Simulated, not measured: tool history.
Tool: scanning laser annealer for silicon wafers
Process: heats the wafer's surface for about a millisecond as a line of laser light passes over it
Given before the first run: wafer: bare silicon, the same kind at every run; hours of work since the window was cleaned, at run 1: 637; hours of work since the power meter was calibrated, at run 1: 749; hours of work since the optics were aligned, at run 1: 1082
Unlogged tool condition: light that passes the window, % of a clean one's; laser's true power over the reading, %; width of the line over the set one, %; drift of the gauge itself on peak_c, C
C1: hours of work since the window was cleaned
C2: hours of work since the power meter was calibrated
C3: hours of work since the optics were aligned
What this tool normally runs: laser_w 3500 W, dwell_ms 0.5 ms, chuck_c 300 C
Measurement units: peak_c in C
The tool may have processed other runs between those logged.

Run 1, hour 0: usual settings; C1 637; C2 749; C3 1082. Result: peak_c 1110 C.
Run 2, hour 49.2: usual settings; C1 664; C2 777; C3 1109. Result: peak_c 1109 C.
At hour 88.6: window over the wafer cleaned.
Run 3, hour 95.4: usual settings but laser_w 3624 W; C1 4; C2 802; C3 1134. Result: peak_c 1153 C.
Run 4, hour 138.6: usual settings but laser_w 3624 W; C1 28; C2 826; C3 1158. Result: peak_c 1153 C.
Run 5, hour 168.7: usual settings but laser_w 3756 W; C1 45; C2 843; C3 1175. Result: peak_c 1179 C.
Run 6, hour 207.5: usual settings but laser_w 3756 W; C1 67; C2 864; C3 1197. Result: peak_c 1182 C.
Run 7, hour 239.5: usual settings but laser_w 3756 W; C1 85; C2 882; C3 1215. Result: peak_c 1182 C.
Run 8, hour 275.7: usual settings but laser_w 3087 W; C1 105; C2 903; C3 1235. Result: peak_c 1026 C.
Run 9, hour 296.7: usual settings; C1 117; C2 914; C3 1247. Result: peak_c 1122 C.
At hour 310: optics aligned, line set to its width.
Run 10, hour 334.3: usual settings; C1 135; C2 933; C3 14. Result: peak_c 1126 C.
Run 11, hour 383.3: usual settings; C1 162; C2 960; C3 41. Result: peak_c 1126 C.
Run 12, hour 421.2: usual settings; C1 184; C2 982; C3 62. Result: peak_c 1123 C.
Run 13, hour 469.9: usual settings but chuck_c 266 C; C1 211; C2 1009; C3 90. Result: peak_c 1087 C.
Run 14, hour 514.7: usual settings; C1 236; C2 1034; C3 115. Result: peak_c 1122 C.
Run 15, hour 539.6: usual settings; C1 250; C2 1048; C3 129. Result: peak_c 1119 C.
Run 16, hour 585.8: usual settings; C1 276; C2 1074; C3 155. Result: peak_c 1120 C.
Run 17, hour 626.2: usual settings but laser_w 3507 W; C1 299; C2 1096; C3 177. Result: peak_c 1119 C.
Run 18, hour 668.6: usual settings; C1 322; C2 1120; C3 201. Result: peak_c 1117 C.
Run 19, hour 690.9: usual settings; C1 335; C2 1133; C3 214. Result: peak_c 1118 C.
Run 20, hour 730.1: usual settings; C1 357; C2 1155; C3 236. Result: peak_c 1115 C.
Run 21, hour 778.5: usual settings but chuck_c 305 C; C1 384; C2 1182; C3 263. Result: peak_c 1117 C.
Run 22, hour 823.3: usual settings but laser_w 3691 W; C1 409; C2 1207; C3 288. Result: peak_c 1159 C.
Run 23, hour 853.2: usual settings but laser_w 3617 W, dwell_ms 0.404 ms, chuck_c 290 C; C1 426; C2 1224; C3 305. Result: peak_c 1037 C.
Run 24, hour 895.4: usual settings but laser_w 3102 W, dwell_ms 0.497 ms, chuck_c 299 C; C1 449; C2 1247; C3 328. Result: peak_c 1018 C.
Run 25, hour 937.2: usual settings but laser_w 3102 W, dwell_ms 0.497 ms, chuck_c 299 C; C1 473; C2 1271; C3 352. Result: peak_c 1020 C.
Run 26, hour 967.6: usual settings but laser_w 3193 W, dwell_ms 0.439 ms, chuck_c 299 C; C1 490; C2 1288; C3 369. Result: peak_c 993 C.
Run 27, hour 1013: usual settings but laser_w 3654 W, dwell_ms 0.597 ms, chuck_c 270 C; C1 515; C2 1313; C3 394. Result: peak_c 1202 C.
Run 28, hour 1035.9: usual settings but laser_w 3654 W, dwell_ms 0.425 ms, chuck_c 326 C; C1 528; C2 1326; C3 407. Result: peak_c 1101 C.
Run 29, hour 1061.5: usual settings but laser_w 3363 W, dwell_ms 0.596 ms, chuck_c 301 C; C1 543; C2 1340; C3 421. Result: peak_c 1159 C.
Run 30, hour 1096.9: usual settings but laser_w 3471 W, dwell_ms 0.419 ms, chuck_c 321 C; C1 562; C2 1360; C3 441. Result: peak_c 1047 C.
Run 31, hour 1122.6: usual settings but laser_w 3604 W, dwell_ms 0.419 ms, chuck_c 334 C; C1 577; C2 1375; C3 456. Result: peak_c 1090 C.
Run 32, hour 1157.7: usual settings but laser_w 3678 W, dwell_ms 0.482 ms, chuck_c 294 C; C1 597; C2 1394; C3 475. Result: peak_c 1125 C.
Run 33, hour 1192.3: usual settings but laser_w 3786 W, chuck_c 319 C; C1 616; C2 1414; C3 495. Result: peak_c 1191 C.
Run 34, hour 1218.5: usual settings but laser_w 3527 W, dwell_ms 0.403 ms, chuck_c 327 C; C1 631; C2 1428; C3 509. Result: peak_c 1046 C.
Run 35, hour 1264.8: usual settings but laser_w 3527 W, dwell_ms 0.362 ms, chuck_c 285 C; C1 657; C2 1454; C3 535. Result: peak_c 962 C.
Run 36, hour 1303.4: usual settings but laser_w 3527 W, dwell_ms 0.362 ms, chuck_c 285 C; C1 678; C2 1476; C3 557. Result: peak_c 961 C.
At hour 1319.8: window over the wafer cleaned.
Run 37, hour 1347.8: usual settings but chuck_c 267 C; C1 16; C2 1500; C3 581. Result: peak_c 1089 C.
Run 38, hour 1387.3: usual settings but laser_w 3808 W, dwell_ms 0.415 ms, chuck_c 307 C; C1 38; C2 1522; C3 603. Result: peak_c 1114 C.
Run 39, hour 1426.7: usual settings but laser_w 3374 W, dwell_ms 0.415 ms, chuck_c 307 C; C1 60; C2 1544; C3 625. Result: peak_c 1021 C.
Run 40, hour 1450.4: usual settings but laser_w 3723 W, dwell_ms 0.484 ms, chuck_c 306 C; C1 73; C2 1557; C3 638. Result: peak_c 1160 C.
Run 41, hour 1494.5: usual settings but laser_w 3723 W, dwell_ms 0.484 ms, chuck_c 306 C; C1 98; C2 1582; C3 663. Result: peak_c 1159 C.

Had the tool no unlogged condition, and each run kept its random variation, what would the results have been?
run  peak_c
  1    1133
  2    1133
  3    1163
  4    1163
  5    1191
  6    1194
  7    1195
  8    1037
  9    1135
 10    1136
 11    1137
 12    1135
 13    1099
 14    1135
 15    1133
 16    1135
 17    1135
 18    1133
 19    1135
 20    1133
 21    1135
 22    1179
 23    1055
 24    1037
 25    1039
 26    1012
 27    1229
 28    1124
 29    1184
 30    1070
 31    1114
 32    1152
 33    1220
 34    1071
 35     986
 36     986
 37    1100
 38    1126
 39    1033
 40    1175
 41    1174
